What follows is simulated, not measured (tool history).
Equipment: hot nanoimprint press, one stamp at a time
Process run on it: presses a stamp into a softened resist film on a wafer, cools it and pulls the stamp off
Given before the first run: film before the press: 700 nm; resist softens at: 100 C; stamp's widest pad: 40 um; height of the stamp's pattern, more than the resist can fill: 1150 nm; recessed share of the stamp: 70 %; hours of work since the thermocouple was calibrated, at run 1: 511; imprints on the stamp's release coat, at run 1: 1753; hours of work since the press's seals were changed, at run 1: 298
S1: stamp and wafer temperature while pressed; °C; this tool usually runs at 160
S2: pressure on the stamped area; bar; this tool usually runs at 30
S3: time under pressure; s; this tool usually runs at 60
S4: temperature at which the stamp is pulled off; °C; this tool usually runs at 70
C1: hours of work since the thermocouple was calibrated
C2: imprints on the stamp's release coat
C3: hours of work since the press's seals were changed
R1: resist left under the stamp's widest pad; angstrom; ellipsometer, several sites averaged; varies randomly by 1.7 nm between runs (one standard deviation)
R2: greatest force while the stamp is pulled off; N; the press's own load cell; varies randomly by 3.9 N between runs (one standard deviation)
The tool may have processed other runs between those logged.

run	hour	S1	S2	S3	S4	C1	C2	C3	R1	R2
1	0	160	30	60	70	511	1753	298	2749	190
# hour 7.2: stamp cleaned and given a new release coat
2	14.1	160	30	60	70	517	37	304	2726	182
3	21	160	30	60	70	521	73	308	2713	192
4	28.1	160	41	60	70	526	111	313	2290	196
5	35.1	160	41	60	70	531	148	318	2307	187
6	45.6	157	30	60	70	538	204	325	3152	186
# hour 50.9: plate thermocouple calibrated
7	59	157	30	60	70	5	259	332	3186	191
8	72.7	157	30	60	70	15	332	341	3198	187
9	79.3	157	30	60	70	19	367	346	3135	197
10	90.3	160	30	60	70	26	425	353	2758	191
11	98.2	160	30	60	59	32	467	358	2754	223
12	108.1	160	30	60	70	38	519	365	2762	196
13	121.6	160	30	60	70	47	591	374	2741	189
14	133.4	160	30	60	70	55	653	382	2748	187
15	142.3	160	30	60	70	61	701	388	2760	193
16	157.3	160	30	60	70	71	780	398	2724	189
17	164.7	160	30	60	70	76	819	403	2745	192
18	175.1	160	20.9	60	70	83	875	410	3324	192
19	185.2	160	20.9	60	70	90	928	417	3335	192
20	191.9	160	39	60	70	95	964	421	2375	191
21	206.3	168	39	60	55	104	1040	431	1618	233
22	214.9	168	39	60	55	110	1086	437	1618	239
23	226.1	165	34.9	34	71	118	1145	444	2476	190
24	233.8	155	20.1	33	76	123	1186	449	4902	170
25	248.7	155	20.1	35	65	133	1265	459	4815	203
26	260.2	155	20.1	35	65	140	1326	467	4896	209
27	266.7	155	20.1	35	65	145	1360	471	4840	204
28	276.4	152	30	60	64	151	1412	478	3994	206
29	289.3	152	30	60	64	160	1481	487	3986	201

For each entry between runs, how does the tool's hidden state at the last listed run before it compare with that at the first listed run after it?
Logged between run 1 and run 2: stamp cleaned and given a new release coat (hour 7.2)
  grip of the stamp's worn release coat, % over a new coat's: 1.1 -> 0
Logged between run 6 and run 7: plate thermocouple calibrated (hour 50.9)
  true temperature over the reading, C: 0.04 -> 0

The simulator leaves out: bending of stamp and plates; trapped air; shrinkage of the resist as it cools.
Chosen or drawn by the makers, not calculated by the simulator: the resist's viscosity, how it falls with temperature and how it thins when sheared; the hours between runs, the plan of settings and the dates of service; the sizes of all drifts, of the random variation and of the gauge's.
